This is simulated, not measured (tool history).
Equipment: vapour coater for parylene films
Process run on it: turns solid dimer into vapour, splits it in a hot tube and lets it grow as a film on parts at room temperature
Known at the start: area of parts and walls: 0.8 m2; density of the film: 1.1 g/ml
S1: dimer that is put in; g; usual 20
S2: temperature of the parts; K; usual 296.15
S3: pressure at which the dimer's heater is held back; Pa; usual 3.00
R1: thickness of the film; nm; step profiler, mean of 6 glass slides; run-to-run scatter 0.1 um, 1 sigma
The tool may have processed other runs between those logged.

{"run": 1, "day": 0.0, "S1": 20, "S2": 296.15, "S3": 3.0, "R1": 16310}
{"run": 2, "day": 3.217, "S1": 20, "S2": 296.15, "S3": 7.2, "R1": 13690}
{"run": 3, "day": 6.379, "S1": 20, "S2": 296.15, "S3": 7.2, "R1": 13690}
{"run": 4, "day": 7.808, "S1": 20, "S2": 296.15, "S3": 3.0, "R1": 16180}
{"run": 5, "day": 9.325, "S1": 20, "S2": 296.15, "S3": 5.68, "R1": 14290}
{"run": 6, "day": 10.925, "S1": 20, "S2": 296.15, "S3": 8.62, "R1": 12990}
{"run": 7, "day": 12.396, "S1": 20, "S2": 296.15, "S3": 3.0, "R1": 15830}
{"run": 8, "day": 15.217, "S1": 20, "S2": 296.15, "S3": 3.0, "R1": 15660}
{"day": 17.783, "done": "trap's valve overhauled"}
{"run": 9, "day": 18.329, "S1": 20, "S2": 296.15, "S3": 3.0, "R1": 17180}
{"run": 10, "day": 20.925, "S1": 30, "S2": 296.15, "S3": 3.0, "R1": 25370}
{"run": 11, "day": 22.492, "S1": 30, "S2": 296.15, "S3": 3.0, "R1": 25410}
{"run": 12, "day": 25.779, "S1": 17, "S2": 296.15, "S3": 3.0, "R1": 14240}
{"run": 13, "day": 28.054, "S1": 20, "S2": 296.15, "S3": 7.13, "R1": 14130}
{"run": 14, "day": 30.05, "S1": 20, "S2": 296.15, "S3": 3.0, "R1": 16820}
{"run": 15, "day": 32.625, "S1": 20, "S2": 296.15, "S3": 3.0, "R1": 16460}
{"run": 16, "day": 34.842, "S1": 20, "S2": 296.15, "S3": 3.0, "R1": 16420}
{"run": 17, "day": 37.917, "S1": 20, "S2": 296.15, "S3": 3.0, "R1": 16190}
{"run": 18, "day": 40.158, "S1": 20, "S2": 296.15, "S3": 3.0, "R1": 16370}
{"run": 19, "day": 42.042, "S1": 20, "S2": 296.15, "S3": 3.0, "R1": 16160}
{"run": 20, "day": 43.471, "S1": 20, "S2": 296.15, "S3": 3.0, "R1": 16120}
{"run": 21, "day": 45.071, "S1": 20, "S2": 296.15, "S3": 3.0, "R1": 16080}
{"run": 22, "day": 48.338, "S1": 18, "S2": 296.15, "S3": 3.0, "R1": 14310}
{"run": 23, "day": 50.175, "S1": 20, "S2": 296.15, "S3": 3.0, "R1": 15960}
{"run": 24, "day": 51.783, "S1": 10, "S2": 302.15, "S3": 6.76, "R1": 5570}
{"run": 25, "day": 53.488, "S1": 10, "S2": 302.15, "S3": 6.76, "R1": 5510}
{"run": 26, "day": 55.554, "S1": 10, "S2": 302.15, "S3": 6.76, "R1": 5480}
{"run": 27, "day": 57.654, "S1": 31, "S2": 302.15, "S3": 3.69, "R1": 19100}
{"day": 58.129, "done": "trap's valve overhauled"}
{"run": 28, "day": 59.512, "S1": 31, "S2": 302.15, "S3": 3.69, "R1": 20510}
{"run": 29, "day": 61.717, "S1": 11, "S2": 294.15, "S3": 7.36, "R1": 8310}
{"day": 62.229, "done": "table's thermometer calibrated"}
{"run": 30, "day": 64.958, "S1": 11, "S2": 294.15, "S3": 7.36, "R1": 8480}
{"run": 31, "day": 67.158, "S1": 12, "S2": 295.15, "S3": 7.53, "R1": 8870}
{"run": 32, "day": 68.604, "S1": 8, "S2": 304.15, "S3": 8.47, "R1": 4320}
{"run": 33, "day": 71.696, "S1": 13, "S2": 296.15, "S3": 11.44, "R1": 8630}
{"run": 34, "day": 74.646, "S1": 20, "S2": 307.15, "S3": 4.43, "R1": 10920}
{"run": 35, "day": 76.367, "S1": 19, "S2": 300.15, "S3": 10.9, "R1": 10860}
{"run": 36, "day": 78.558, "S1": 20, "S2": 291.15, "S3": 3.0, "R1": 19520}
{"run": 37, "day": 80.833, "S1": 20, "S2": 291.15, "S3": 3.0, "R1": 19460}
{"run": 38, "day": 83.629, "S1": 20, "S2": 291.15, "S3": 3.0, "R1": 19360}
{"run": 39, "day": 85.154, "S1": 20, "S2": 291.15, "S3": 3.0, "R1": 19280}
{"run": 40, "day": 86.675, "S1": 30, "S2": 296.15, "S3": 9.29, "R1": 19930}
{"run": 41, "day": 89.2, "S1": 30, "S2": 296.15, "S3": 9.29, "R1": 19600}
{"run": 42, "day": 92.45, "S1": 30, "S2": 296.15, "S3": 9.29, "R1": 19550}
{"run": 43, "day": 95.35, "S1": 11, "S2": 288.15, "S3": 11.61, "R1": 8900}
{"run": 44, "day": 97.621, "S1": 16, "S2": 288.15, "S3": 2.75, "R1": 16420}
{"day": 98.625, "done": "trap's valve overhauled"}
{"run": 45, "day": 100.308, "S1": 16, "S2": 288.15, "S3": 2.75, "R1": 17610}
{"run": 46, "day": 102.608, "S1": 32, "S2": 289.15, "S3": 3.0, "R1": 33710}

Table of differences, measured result less the result of that run with no hidden state. Run-to-run variation is the same in both. Gauge scatter possibly is not:
What the log doesn't record here: vapour lost through the trap's worn valve, %; true temperature of the parts over the reading, C; drift of the gauge itself on film_um, %.
run=1 R1=-1230
run=2 R1=-1140
run=3 R1=-1250
run=4 R1=-1550
run=5 R1=-1420
run=6 R1=-1350
run=7 R1=-1700
run=8 R1=-1800
run=9 R1=-490
run=10 R1=-890
run=11 R1=-990
run=12 R1=-680
run=13 R1=-740
run=14 R1=-970
run=15 R1=-1040
run=16 R1=-1130
run=17 R1=-1230
run=18 R1=-1330
run=19 R1=-1380
run=20 R1=-1440
run=21 R1=-1500
run=22 R1=-1460
run=23 R1=-1710
run=24 R1=-620
run=25 R1=-650
run=26 R1=-660
run=27 R1=-2440
run=28 R1=-980
run=29 R1=-450
run=30 R1=-190
run=31 R1=-250
run=32 R1=-130
run=33 R1=-340
run=34 R1=-510
run=35 R1=-550
run=36 R1=-1090
run=37 R1=-1200
run=38 R1=-1330
run=39 R1=-1400
run=40 R1=-1520
run=41 R1=-1620
run=42 R1=-1790
run=43 R1=-880
run=44 R1=-1440
run=45 R1=-120
run=46 R1=-990
